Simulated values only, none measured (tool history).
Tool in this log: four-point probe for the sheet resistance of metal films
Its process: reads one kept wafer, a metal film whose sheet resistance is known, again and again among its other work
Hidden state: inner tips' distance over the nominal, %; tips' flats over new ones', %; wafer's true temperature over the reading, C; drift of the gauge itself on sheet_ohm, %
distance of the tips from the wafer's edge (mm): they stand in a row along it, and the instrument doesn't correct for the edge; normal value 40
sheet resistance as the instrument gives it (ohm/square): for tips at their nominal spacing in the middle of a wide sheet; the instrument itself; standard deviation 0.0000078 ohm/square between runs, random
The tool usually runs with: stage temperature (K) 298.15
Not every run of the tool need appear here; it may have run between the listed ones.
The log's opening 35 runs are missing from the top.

| run | day | stage temperature (K) | distance of the tips from the wafer's edge (mm) | touches since the probe head was changed | hours of work since the stage's thermometer was calibrated | sheet resistance as the instrument gives it (ohm/square) |
|---|---|---|---|---|---|---|
| 36 | 79.554 | 302.15 | 14 | 50284 | 2015 | 0.039209 |
| 37 | 82.029 | 302.15 | 14 | 50996 | 2047 | 0.039208 |
| 38 | 83.925 | 302.15 | 14 | 51542 | 2072 | 0.039217 |
| 39 | 87.179 | 302.15 | 4 | 52479 | 2114 | 0.040361 |
| 40 | 88.85 | 302.15 | 4 | 52960 | 2136 | 0.04036 |
| 41 | 90.383 | 298.15 | 47 | 53402 | 2155 | 0.039244 |
| 42 | 92.008 | 296.15 | 18 | 53869 | 2176 | 0.039377 |
| 43 | 94.396 | 292.15 | 50 | 54556 | 2207 | 0.039442 |
| 44 | 96.875 | 292.15 | 50 | 55269 | 2239 | 0.039461 |

Forecast each of these 3 alternatives for the next run:
| A | 99.133 | 302.15 | 4 | 55920 | 2269 | ? |
| B | 99.133 | 298.15 | 4 | 55920 | 2269 | ? |
| C | 99.133 | 298.15 | 24 | 55920 | 2269 | ? |

| run | sheet resistance as the instrument gives it (ohm/square) |
|---|---|
| A | 0.040374 |
| B | 0.040506 |
| C | 0.039267 |
Without the tool's hidden state the same runs would have given:
| run | sheet resistance as the instrument gives it (ohm/square) |
|---|---|
| A | 0.040371 |
| B | 0.040503 |
| C | 0.039264 |
